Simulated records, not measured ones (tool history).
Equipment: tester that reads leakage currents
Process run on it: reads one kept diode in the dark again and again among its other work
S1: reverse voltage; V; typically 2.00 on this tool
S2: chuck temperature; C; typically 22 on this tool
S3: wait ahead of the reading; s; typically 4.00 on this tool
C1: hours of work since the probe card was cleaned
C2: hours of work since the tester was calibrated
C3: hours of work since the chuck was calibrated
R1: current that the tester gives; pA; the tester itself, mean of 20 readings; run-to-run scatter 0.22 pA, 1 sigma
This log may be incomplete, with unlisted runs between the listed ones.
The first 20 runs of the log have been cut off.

run,hour,S1,S2,S3,C1,C2,C3,R1
21,1753.1,1.15,30,4.00,2844,1783,792,100.73
22,1826.1,11.32,50,4.05,2881,1820,828,1549.15
23,1915.4,1.06,55,5.50,2926,1865,873,653.06
24,2014.8,1.49,22,4.00,2976,1915,923,57.84
25,2076.9,1.49,22,4.00,3007,1946,954,57.76
# hour 2112.4: probe card cleaned and baked
26,2210.2,4.20,34,0.40,49,2011,1020,266.04
27,2306.1,4.20,34,0.40,97,2059,1068,265.88
28,2400.8,4.20,34,0.40,145,2107,1115,264.50
29,2462.2,2.45,34,0.40,176,2138,1146,200.11
30,2559.0,5.22,22,4.00,224,2186,1195,105.27
31,2672.6,2.00,26,9.95,281,2244,1252,89.85
32,2754.6,2.00,26,9.95,323,2285,1293,89.80
33,2831.5,1.53,50,4.00,361,2323,1332,527.26
34,2957.0,13.73,22,3.71,424,2386,1395,170.99
35,3052.6,13.73,22,3.71,472,2434,1443,171.19
36,3127.7,13.73,22,3.71,510,2472,1481,170.13
37,3209.3,13.73,22,3.71,551,2513,1522,169.65
38,3265.9,13.73,22,3.71,579,2541,1550,169.00

Run 39 has not been measured yet. What should we expect?
39,3376.9,13.73,25,3.71,635,2597,1606,?

{"run 39": {"R1": 218.58}}
Without the tool's hidden state the same run would have given R1 254.60 pA.
